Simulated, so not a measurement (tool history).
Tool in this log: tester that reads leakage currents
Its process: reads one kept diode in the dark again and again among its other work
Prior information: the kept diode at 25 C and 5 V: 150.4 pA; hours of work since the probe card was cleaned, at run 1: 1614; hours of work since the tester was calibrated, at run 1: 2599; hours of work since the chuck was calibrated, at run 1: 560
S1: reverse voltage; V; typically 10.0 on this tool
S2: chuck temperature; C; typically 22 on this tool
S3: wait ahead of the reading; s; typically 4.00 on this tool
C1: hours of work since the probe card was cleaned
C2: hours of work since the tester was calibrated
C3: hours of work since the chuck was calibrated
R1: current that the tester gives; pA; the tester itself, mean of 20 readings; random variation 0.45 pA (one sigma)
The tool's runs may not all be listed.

{"run": 1, "day": 0.0, "S1": 10.0, "S2": 22, "S3": 4.0, "C1": 1614, "C2": 2599, "C3": 560, "R1": 134.38}
{"day": 3.85, "done": "chuck's temperature calibrated"}
{"run": 2, "day": 8.183, "S1": 10.0, "S2": 22, "S3": 4.0, "C1": 1731, "C2": 2716, "C3": 63, "R1": 151.09}
{"run": 3, "day": 18.612, "S1": 10.0, "S2": 22, "S3": 4.52, "C1": 1882, "C2": 2868, "C3": 214, "R1": 145.06}
{"run": 4, "day": 29.404, "S1": 10.0, "S2": 22, "S3": 4.0, "C1": 2039, "C2": 3024, "C3": 370, "R1": 139.32}
{"run": 5, "day": 40.567, "S1": 10.0, "S2": 22, "S3": 4.0, "C1": 2200, "C2": 3186, "C3": 532, "R1": 134.53}
{"day": 46.071, "done": "chuck's temperature calibrated"}
{"run": 6, "day": 51.675, "S1": 1.0, "S2": 22, "S3": 4.0, "C1": 2360, "C2": 3346, "C3": 81, "R1": 64.61}
{"day": 61.408, "done": "probe card cleaned and baked"}
{"run": 7, "day": 62.858, "S1": 1.0, "S2": 22, "S3": 4.0, "C1": 21, "C2": 3506, "C3": 242, "R1": 60.44}
{"run": 8, "day": 71.012, "S1": 10.0, "S2": 53, "S3": 4.0, "C1": 139, "C2": 3624, "C3": 360, "R1": 1521.52}
{"run": 9, "day": 81.629, "S1": 3.7, "S2": 22, "S3": 4.54, "C1": 293, "C2": 3778, "C3": 514, "R1": 89.39}
{"run": 10, "day": 86.412, "S1": 2.5, "S2": 45, "S3": 0.55, "C1": 362, "C2": 3847, "C3": 583, "R1": 484.9}
{"day": 88.325, "done": "chuck's temperature calibrated"}
{"run": 11, "day": 95.592, "S1": 1.9, "S2": 24, "S3": 0.75, "C1": 494, "C2": 3979, "C3": 105, "R1": 93.93}
{"run": 12, "day": 105.562, "S1": 1.8, "S2": 34, "S3": 5.1, "C1": 639, "C2": 4124, "C3": 250, "R1": 200.75}
{"day": 110.954, "done": "tester calibrated"}
{"run": 13, "day": 114.167, "S1": 1.8, "S2": 40, "S3": 5.1, "C1": 762, "C2": 47, "C3": 373, "R1": 314.7}
{"run": 14, "day": 121.454, "S1": 2.0, "S2": 37, "S3": 0.56, "C1": 868, "C2": 152, "C3": 479, "R1": 252.63}
{"run": 15, "day": 127.738, "S1": 15.7, "S2": 40, "S3": 9.45, "C1": 959, "C2": 243, "C3": 570, "R1": 655.14}

Consider 5 possible next runs. They are alternatives, not a sequence: every one starts from the tool as it was left by run 15. What does each give?
{"day": 130.792, "done": "chuck's temperature calibrated"}
{"run": "A", "day": 137.05, "S1": 15.7, "S2": 23, "S3": 9.45, "C1": 1093, "C2": 377, "C3": 91, "R1": "?"}
{"day": 130.792, "done": "chuck's temperature calibrated"}
{"run": "B", "day": 137.05, "S1": 2.4, "S2": 22, "S3": 4.0, "C1": 1093, "C2": 377, "C3": 91, "R1": "?"}
{"day": 130.792, "done": "chuck's temperature calibrated"}
{"run": "C", "day": 137.05, "S1": 1.3, "S2": 50, "S3": 4.0, "C1": 1093, "C2": 377, "C3": 91, "R1": "?"}
{"day": 130.792, "done": "chuck's temperature calibrated"}
{"run": "D", "day": 137.05, "S1": 2.5, "S2": 51, "S3": 0.83, "C1": 1093, "C2": 377, "C3": 91, "R1": "?"}
{"day": 130.792, "done": "chuck's temperature calibrated"}
{"run": "E", "day": 137.05, "S1": 7.9, "S2": 26, "S3": 0.54, "C1": 1093, "C2": 377, "C3": 91, "R1": "?"}

run=A R1=190.34
run=B R1=87.28
run=C R1=630.27
run=D R1=848.19
run=E R1=190.30
Had the tool no hidden state, the same runs would have come out as:
run=A R1=190.92
run=B R1=89.83
run=C R1=652.02
run=D R1=876.93
run=E R1=194.36
